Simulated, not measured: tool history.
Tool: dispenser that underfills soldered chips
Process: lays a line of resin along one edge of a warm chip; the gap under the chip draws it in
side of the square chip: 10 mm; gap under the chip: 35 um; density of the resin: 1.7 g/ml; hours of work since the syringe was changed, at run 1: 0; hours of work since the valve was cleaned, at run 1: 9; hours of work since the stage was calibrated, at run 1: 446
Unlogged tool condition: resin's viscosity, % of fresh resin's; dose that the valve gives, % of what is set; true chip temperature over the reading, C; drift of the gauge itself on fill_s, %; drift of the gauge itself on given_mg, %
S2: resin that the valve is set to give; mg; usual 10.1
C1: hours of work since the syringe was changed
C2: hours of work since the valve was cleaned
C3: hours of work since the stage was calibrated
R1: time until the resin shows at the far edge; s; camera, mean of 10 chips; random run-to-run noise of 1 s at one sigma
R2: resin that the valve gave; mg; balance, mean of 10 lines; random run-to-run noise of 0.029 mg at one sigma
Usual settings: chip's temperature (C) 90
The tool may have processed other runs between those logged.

run 1 day=0 | chip's_temperature_(C)=90 S2=10.1 | C1=0 C2=9 C3=446 | R1=115.3 R2=10.02
run 2 day=0.354 | chip's_temperature_(C)=90 S2=10.1 | C1=7 C2=16 C3=453 | R1=208.7 R2=10.03
-- day=0.429 new syringe of resin
-- day=0.854 new syringe of resin
run 3 day=0.888 | chip's_temperature_(C)=90 S2=10.1 | C1=1 C2=26 C3=463 | R1=121.1 R2=9.99
-- day=1.188 stage's temperature calibrated
-- day=1.321 new syringe of resin
run 4 day=1.538 | chip's_temperature_(C)=90 S2=8.9 | C1=4 C2=37 C3=6 | R1=145.1 R2=8.75
-- day=1.796 new syringe of resin
-- day=2.138 dispensing valve cleaned and set on the balance
-- day=2.275 new syringe of resin
run 5 day=2.292 | chip's_temperature_(C)=90 S2=8.9 | C1=0 C2=3 C3=19 | R1=103.3 R2=8.9
run 6 day=2.642 | chip's_temperature_(C)=90 S2=12.7 | C1=7 C2=9 C3=26 | R1=176.8 R2=12.71
-- day=2.721 new syringe of resin
-- day=3.162 new syringe of resin
run 7 day=3.171 | chip's_temperature_(C)=90 S2=10.1 | C1=0 C2=19 C3=35 | R1=101.3 R2=10.04
-- day=3.588 new syringe of resin
run 8 day=3.75 | chip's_temperature_(C)=90 S2=10.1 | C1=3 C2=29 C3=46 | R1=124.5 R2=9.98
-- day=4.042 new syringe of resin
run 9 day=4.271 | chip's_temperature_(C)=90 S2=10.1 | C1=4 C2=39 C3=55 | R1=144.6 R2=9.89
-- day=4.458 new syringe of resin
-- day=4.762 dispensing valve cleaned and set on the balance
run 10 day=4.783 | chip's_temperature_(C)=90 S2=10.1 | C1=5 C2=0 C3=64 | R1=158 R2=10.05
-- day=4.938 new syringe of resin
run 11 day=5.121 | chip's_temperature_(C)=90 S2=10.1 | C1=3 C2=6 C3=70 | R1=138.1 R2=9.99
-- day=5.383 new syringe of resin
run 12 day=5.625 | chip's_temperature_(C)=101 S2=10.1 | C1=5 C2=16 C3=79 | R1=90.1 R2=10.04
-- day=5.846 new syringe of resin
run 13 day=6.138 | chip's_temperature_(C)=101 S2=10.1 | C1=5 C2=25 C3=89 | R1=100.5 R2=9.96
-- day=6.279 new syringe of resin
-- day=6.712 new syringe of resin
run 14 day=6.792 | chip's_temperature_(C)=101 S2=10.1 | C1=2 C2=37 C3=100 | R1=71.6 R2=9.92
-- day=7.138 new syringe of resin
-- day=7.371 dispensing valve cleaned and set on the balance
run 15 day=7.371 | chip's_temperature_(C)=101 S2=10.1 | C1=4 C2=0 C3=110 | R1=85.2 R2=10.15
-- day=7.596 new syringe of resin
run 16 day=7.962 | chip's_temperature_(C)=90 S2=11 | C1=7 C2=11 C3=121 | R1=177.7 R2=11
-- day=8.021 new syringe of resin
-- day=8.483 new syringe of resin
run 17 day=8.483 | chip's_temperature_(C)=90 S2=10.1 | C1=0 C2=20 C3=130 | R1=101.8 R2=10.02
-- day=8.929 new syringe of resin
run 18 day=9.208 | chip's_temperature_(C)=87 S2=13 | C1=5 C2=33 C3=144 | R1=187 R2=12.78
-- day=9.367 new syringe of resin
-- day=9.817 new syringe of resin
run 19 day=9.888 | chip's_temperature_(C)=83 S2=10.5 | C1=1 C2=46 C3=156 | R1=159.3 R2=10.27
-- day=10.017 dispensing valve cleaned and set on the balance
-- day=10.304 new syringe of resin
run 20 day=10.512 | chip's_temperature_(C)=91 S2=11.3 | C1=4 C2=9 C3=167 | R1=137.8 R2=11.24
-- day=10.75 new syringe of resin
-- day=11.2 new syringe of resin
run 21 day=11.212 | chip's_temperature_(C)=95 S2=9.2 | C1=0 C2=22 C3=179 | R1=84.9 R2=9.14
-- day=11.625 new syringe of resin
run 22 day=11.892 | chip's_temperature_(C)=94 S2=12 | C1=5 C2=34 C3=192 | R1=133.3 R2=11.77
-- day=12.05 new syringe of resin
run 23 day=12.417 | chip's_temperature_(C)=82 S2=10.5 | C1=7 C2=44 C3=201 | R1=276.2 R2=10.23
-- day=12.492 new syringe of resin
-- day=12.654 dispensing valve cleaned and set on the balance
-- day=12.958 new syringe of resin
run 24 day=13.083 | chip's_temperature_(C)=90 S2=11.1 | C1=2 C2=8 C3=212 | R1=127.5 R2=11.05
-- day=13.396 new syringe of resin
run 25 day=13.538 | chip's_temperature_(C)=90 S2=11.1 | C1=3 C2=16 C3=221 | R1=134.4 R2=11.04
-- day=13.854 new syringe of resin
run 26 day=14.079 | chip's_temperature_(C)=91 S2=10 | C1=4 C2=26 C3=231 | R1=142.1 R2=9.87
-- day=14.3 new syringe of resin
run 27 day=14.404 | chip's_temperature_(C)=81 S2=10.9 | C1=2 C2=32 C3=237 | R1=185.4 R2=10.72
-- day=14.738 new syringe of resin
run 28 day=14.925 | chip's_temperature_(C)=81 S2=10.9 | C1=3 C2=41 C3=246 | R1=212.5 R2=10.71
-- day=15.208 new syringe of resin
-- day=15.304 dispensing valve cleaned and set on the balance
run 29 day=15.425 | chip's_temperature_(C)=101 S2=11.4 | C1=3 C2=2 C3=254 | R1=85.4 R2=11.43
-- day=15.712 new syringe of resin
-- day=16.138 new syringe of resin
run 30 day=16.138 | chip's_temperature_(C)=101 S2=10.4 | C1=0 C2=15 C3=267 | R1=66.8 R2=10.28
-- day=16.579 new syringe of resin
run 31 day=16.612 | chip's_temperature_(C)=77 S2=9.6 | C1=1 C2=24 C3=276 | R1=208.4 R2=9.46
-- day=17.017 new syringe of resin
run 32 day=17.138 | chip's_temperature_(C)=77 S2=9.6 | C1=2 C2=33 C3=286 | R1=242.5 R2=9.45
-- day=17.438 new syringe of resin
run 33 day=17.604 | chip's_temperature_(C)=83 S2=9.5 | C1=3 C2=42 C3=294 | R1=195.8 R2=9.26
-- day=17.854 new syringe of resin
-- day=17.946 dispensing valve cleaned and set on the balance
run 34 day=18.042 | chip's_temperature_(C)=83 S2=9.5 | C1=3 C2=2 C3=301 | R1=192.1 R2=9.49

Predict each of these 3 candidate next runs independently; none follows another, all start after run 34:
-- day=18.333 new syringe of resin
run A day=18.65 | chip's_temperature_(C)=83 S2=12 | C1=6 C2=13 C3=312 | R1=? R2=?
-- day=18.333 new syringe of resin
run B day=18.65 | chip's_temperature_(C)=100 S2=12.4 | C1=6 C2=13 C3=312 | R1=? R2=?
-- day=18.333 new syringe of resin
run C day=18.65 | chip's_temperature_(C)=79 S2=12.1 | C1=6 C2=13 C3=312 | R1=? R2=?

run=A R1=254.4 R2=11.95
run=B R1=115.3 R2=12.36
run=C R1=304.3 R2=12.09
Without the tool's hidden state the same runs would have given:
run=A R1=133.5 R2=12
run=B R1=61.2 R2=12.41
run=C R1=159.5 R2=12.14
